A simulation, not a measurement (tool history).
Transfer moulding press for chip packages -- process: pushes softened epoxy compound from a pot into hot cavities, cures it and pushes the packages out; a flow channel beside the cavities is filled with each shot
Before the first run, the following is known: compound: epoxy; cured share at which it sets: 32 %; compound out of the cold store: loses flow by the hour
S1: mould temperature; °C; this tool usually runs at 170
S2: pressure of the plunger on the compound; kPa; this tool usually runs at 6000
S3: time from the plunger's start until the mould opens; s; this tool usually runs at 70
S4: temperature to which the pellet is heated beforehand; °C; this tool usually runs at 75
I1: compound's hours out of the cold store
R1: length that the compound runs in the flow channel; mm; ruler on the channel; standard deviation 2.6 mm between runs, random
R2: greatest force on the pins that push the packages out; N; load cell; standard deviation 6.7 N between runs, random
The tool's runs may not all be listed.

{"run": 1, "day": 0.0, "S1": 170, "S2": 6000, "S3": 70, "S4": 75, "I1": 17.7, "R1": 691, "R2": 356}
{"run": 2, "day": 1.492, "S1": 170, "S2": 7460, "S3": 70, "S4": 75, "I1": 24.4, "R1": 735, "R2": 460}
{"day": 2.267, "done": "cavities cleaned with cleaning compound and waxed"}
{"day": 3.979, "done": "mould's thermocouples calibrated"}
{"run": 3, "day": 3.988, "S1": 170, "S2": 6000, "S3": 70, "S4": 68, "I1": 40, "R1": 590, "R2": 427}
{"day": 5.296, "done": "cavities cleaned with cleaning compound and waxed"}
{"run": 4, "day": 5.338, "S1": 170, "S2": 6000, "S3": 70, "S4": 75, "I1": 31.1, "R1": 625, "R2": 293}
{"day": 5.871, "done": "plunger's sealing rings changed"}
{"day": 8.329, "done": "cavities cleaned with cleaning compound and waxed"}
{"run": 5, "day": 8.342, "S1": 170, "S2": 6000, "S3": 70, "S4": 75, "I1": 41.2, "R1": 603, "R2": 297}
{"run": 6, "day": 10.654, "S1": 170, "S2": 6000, "S3": 70, "S4": 75, "I1": 18.2, "R1": 687, "R2": 465}
{"day": 11.329, "done": "cavities cleaned with cleaning compound and waxed"}
{"run": 7, "day": 13.288, "S1": 170, "S2": 6000, "S3": 70, "S4": 75, "I1": 8.2, "R1": 720, "R2": 481}
{"day": 14.217, "done": "cavities cleaned with cleaning compound and waxed"}
{"day": 15.379, "done": "plunger's sealing rings changed"}
{"run": 8, "day": 16.204, "S1": 170, "S2": 6000, "S3": 70, "S4": 75, "I1": 23.5, "R1": 682, "R2": 446}
{"day": 17.375, "done": "cavities cleaned with cleaning compound and waxed"}
{"run": 9, "day": 17.738, "S1": 170, "S2": 6000, "S3": 70, "S4": 75, "I1": 22.5, "R1": 682, "R2": 337}
{"day": 18.275, "done": "mould's thermocouples calibrated, once more"}
{"run": 10, "day": 19.896, "S1": 170, "S2": 6000, "S3": 70, "S4": 67, "I1": 16.6, "R1": 693, "R2": 442}
{"day": 20.354, "done": "cavities cleaned with cleaning compound and waxed"}
{"run": 11, "day": 21.296, "S1": 165, "S2": 6000, "S3": 70, "S4": 67, "I1": 26.2, "R1": 666, "R2": 461}
{"day": 23.383, "done": "cavities cleaned with cleaning compound and waxed"}
{"run": 12, "day": 24.283, "S1": 170, "S2": 6000, "S3": 70, "S4": 75, "I1": 25.3, "R1": 641, "R2": 361}
{"day": 24.85, "done": "plunger's sealing rings changed"}
{"run": 13, "day": 25.758, "S1": 170, "S2": 6000, "S3": 70, "S4": 75, "I1": 32.4, "R1": 643, "R2": 416}
{"day": 26.458, "done": "cavities cleaned with cleaning compound and waxed"}
{"run": 14, "day": 27.125, "S1": 170, "S2": 6000, "S3": 70, "S4": 75, "I1": 19.7, "R1": 690, "R2": 345}
{"run": 15, "day": 28.679, "S1": 170, "S2": 6000, "S3": 70, "S4": 75, "I1": 47.5, "R1": 576, "R2": 413}
{"day": 29.362, "done": "cavities cleaned with cleaning compound and waxed"}
{"run": 16, "day": 31.712, "S1": 177, "S2": 6000, "S3": 69, "S4": 75, "I1": 12.3, "R1": 687, "R2": 409}
{"day": 32.396, "done": "cavities cleaned with cleaning compound and waxed"}
{"run": 17, "day": 33.717, "S1": 177, "S2": 6000, "S3": 69, "S4": 75, "I1": 43.5, "R1": 561, "R2": 357}
{"day": 34.183, "done": "plunger's sealing rings changed"}
{"day": 35.396, "done": "cavities cleaned with cleaning compound and waxed"}
{"run": 18, "day": 36.271, "S1": 170, "S2": 7240, "S3": 62, "S4": 78, "I1": 11.4, "R1": 799, "R2": 450}
{"day": 36.929, "done": "mould's thermocouples calibrated"}
{"day": 38.417, "done": "cavities cleaned with cleaning compound and waxed"}
{"run": 19, "day": 39.312, "S1": 170, "S2": 7240, "S3": 62, "S4": 78, "I1": 36.5, "R1": 669, "R2": 426}
{"day": 41.421, "done": "cavities cleaned with cleaning compound and waxed"}
{"run": 20, "day": 42.338, "S1": 170, "S2": 7240, "S3": 62, "S4": 78, "I1": 14.6, "R1": 751, "R2": 453}
{"day": 43.662, "done": "plunger's sealing rings changed"}
{"day": 44.45, "done": "cavities cleaned with cleaning compound and waxed"}
{"run": 21, "day": 44.588, "S1": 173, "S2": 6110, "S3": 103, "S4": 78, "I1": 19.8, "R1": 692, "R2": 252}
{"day": 47.333, "done": "cavities cleaned with cleaning compound and waxed"}
{"run": 22, "day": 47.617, "S1": 164, "S2": 5000, "S3": 84, "S4": 74, "I1": 21, "R1": 633, "R2": 323}
{"day": 50.271, "done": "cavities cleaned with cleaning compound and waxed"}
{"run": 23, "day": 50.429, "S1": 164, "S2": 5000, "S3": 84, "S4": 74, "I1": 19, "R1": 631, "R2": 308}
{"run": 24, "day": 51.871, "S1": 171, "S2": 6880, "S3": 70, "S4": 75, "I1": 37.3, "R1": 634, "R2": 384}

Run 25 comes next. What will it give?
{"day": 53.075, "done": "plunger's sealing rings changed"}
{"day": 53.4, "done": "cavities cleaned with cleaning compound and waxed"}
{"run": 25, "day": 54.683, "S1": 167, "S2": 4630, "S3": 61, "S4": 66, "I1": 17.6, "R1": "?", "R2": "?"}

R1: 621 mm
R2: 656 N
If the tool had no hidden condition, the same run with the same run-to-run variation would have returned R1 626 mm, R2 442 N.
